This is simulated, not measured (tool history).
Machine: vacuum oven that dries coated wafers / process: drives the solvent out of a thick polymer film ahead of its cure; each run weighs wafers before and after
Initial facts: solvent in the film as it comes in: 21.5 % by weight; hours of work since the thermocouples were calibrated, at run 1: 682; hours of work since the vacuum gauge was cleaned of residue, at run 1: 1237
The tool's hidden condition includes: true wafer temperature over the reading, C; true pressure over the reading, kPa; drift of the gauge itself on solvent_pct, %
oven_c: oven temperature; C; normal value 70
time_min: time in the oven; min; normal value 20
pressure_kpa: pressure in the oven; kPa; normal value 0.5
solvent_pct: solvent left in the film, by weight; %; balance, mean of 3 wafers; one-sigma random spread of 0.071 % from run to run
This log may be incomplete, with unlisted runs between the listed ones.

| run | hour | oven_c | time_min | pressure_kpa | hours of work since the thermocouples were calibrated | hours of work since the vacuum gauge was cleaned of residue | solvent_pct |
|---|---|---|---|---|---|---|---|
| 1 | 0 | 70 | 20 | 0.5 | 682 | 1237 | 4.4 |
| 2 | 66.3 | 70 | 20 | 0.5 | 726 | 1281 | 4.43 |
| 3 | 114.1 | 70 | 20 | 0.5 | 758 | 1313 | 4.43 |
| 4 | 158.7 | 70 | 20 | 0.5 | 788 | 1343 | 4.43 |
| 5 | 240.8 | 70 | 20 | 0.5 | 843 | 1397 | 4.22 |
| 6 | 312.9 | 70 | 20 | 1.385 | 891 | 1446 | 4.66 |
| 7 | 372 | 70 | 20 | 1.385 | 930 | 1485 | 4.65 |
| 8 | 421.4 | 70 | 15 | 0.5 | 963 | 1518 | 6.13 |
|  | 494.9 | oven's thermocouples calibrated |
| 9 | 523 | 70 | 20 | 0.5 | 19 | 1585 | 5.45 |
| 10 | 631.5 | 70 | 20 | 0.5 | 91 | 1657 | 5.18 |
| 11 | 704.1 | 70 | 20 | 0.5 | 140 | 1706 | 5.16 |
| 12 | 767.7 | 70 | 20 | 0.5 | 182 | 1748 | 5.23 |
| 13 | 817.4 | 70 | 20 | 0.468 | 215 | 1781 | 5.16 |
| 14 | 922.6 | 70 | 20 | 0.468 | 286 | 1852 | 5.22 |
| 15 | 972.4 | 70 | 20 | 0.468 | 319 | 1885 | 5.11 |
| 16 | 1058.2 | 72 | 20 | 0.386 | 376 | 1942 | 4.11 |
| 17 | 1116.8 | 72 | 20 | 0.386 | 415 | 1981 | 3.98 |
| 18 | 1183.8 | 59 | 12 | 0.364 | 460 | 2026 | 12.65 |
| 19 | 1273 | 59 | 12 | 0.364 | 520 | 2086 | 12.67 |
| 20 | 1327.8 | 70 | 25 | 0.5 | 556 | 2122 | 3.72 |
| 21 | 1424 | 70 | 25 | 1.078 | 621 | 2187 | 4 |
| 22 | 1491.6 | 70 | 25 | 1.078 | 666 | 2232 | 4.04 |

For run 23, what comes out?
| 23 | 1568.5 | 75 | 17 | 0.5 | 717 | 2283 | ? |

solvent_pct: 3.64 %
The same run, on a tool lacking any hidden state, would have yielded solvent_pct 3.82 %.
